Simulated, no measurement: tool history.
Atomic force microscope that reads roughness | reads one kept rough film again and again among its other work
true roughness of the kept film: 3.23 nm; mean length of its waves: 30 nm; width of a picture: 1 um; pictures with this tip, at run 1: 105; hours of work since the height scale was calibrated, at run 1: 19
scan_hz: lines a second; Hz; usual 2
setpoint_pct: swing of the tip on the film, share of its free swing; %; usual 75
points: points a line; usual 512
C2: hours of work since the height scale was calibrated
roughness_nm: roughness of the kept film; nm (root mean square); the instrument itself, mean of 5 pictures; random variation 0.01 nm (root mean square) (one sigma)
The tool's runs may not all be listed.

Run 1, day 0.000: usual settings; pictures with this tip 105; C2 19. Result: roughness_nm 2.167 nm (root mean square).
Run 2, day 0.750: usual settings; pictures with this tip 126; C2 26. Result: roughness_nm 2.120 nm (root mean square).
Run 3, day 1.975: usual settings; pictures with this tip 161; C2 39. Result: roughness_nm 2.059 nm (root mean square).
Run 4, day 3.267: usual settings; pictures with this tip 197; C2 52. Result: roughness_nm 1.985 nm (root mean square).
At day 4.142: new tip fitted.
Run 5, day 4.667: usual settings; pictures with this tip 14; C2 66. Result: roughness_nm 2.370 nm (root mean square).
Run 6, day 5.442: usual settings; pictures with this tip 36; C2 74. Result: roughness_nm 2.318 nm (root mean square).
Run 7, day 6.358: usual settings but points 565; pictures with this tip 62; C2 83. Result: roughness_nm 2.264 nm (root mean square).
Run 8, day 7.792: usual settings but points 391; pictures with this tip 102; C2 97. Result: roughness_nm 2.165 nm (root mean square).
Run 9, day 8.554: usual settings; pictures with this tip 123; C2 105. Result: roughness_nm 2.114 nm (root mean square).
Run 10, day 9.317: usual settings; pictures with this tip 144; C2 113. Result: roughness_nm 2.075 nm (root mean square).
Run 11, day 10.117: usual settings; pictures with this tip 167; C2 121. Result: roughness_nm 2.003 nm (root mean square).
Run 12, day 10.808: usual settings but points 475; pictures with this tip 186; C2 128. Result: roughness_nm 1.979 nm (root mean square).
Run 13, day 11.621: usual settings but setpoint_pct 62 %, points 475; pictures with this tip 209; C2 136. Result: roughness_nm 2.095 nm (root mean square).
At day 12.079: new tip fitted.
Run 14, day 12.600: usual settings but setpoint_pct 62 %, points 475; pictures with this tip 15; C2 146. Result: roughness_nm 2.576 nm (root mean square).
Run 15, day 13.754: usual settings but setpoint_pct 62 %, points 475; pictures with this tip 47; C2 158. Result: roughness_nm 2.484 nm (root mean square).
Run 16, day 14.796: usual settings but points 750; pictures with this tip 76; C2 168. Result: roughness_nm 2.234 nm (root mean square).
Run 17, day 15.662: usual settings but points 750; pictures with this tip 100; C2 177. Result: roughness_nm 2.173 nm (root mean square).

Run 18 comes next. What will it give?
Run 18, day 16.917: usual settings but points 750; pictures with this tip 135; C2 190. Result: roughness_nm ?.

Run 18 gave roughness_nm 2.103 nm (root mean square).
Without the tool's hidden state the same run would have given roughness_nm 2.427 nm (root mean square).
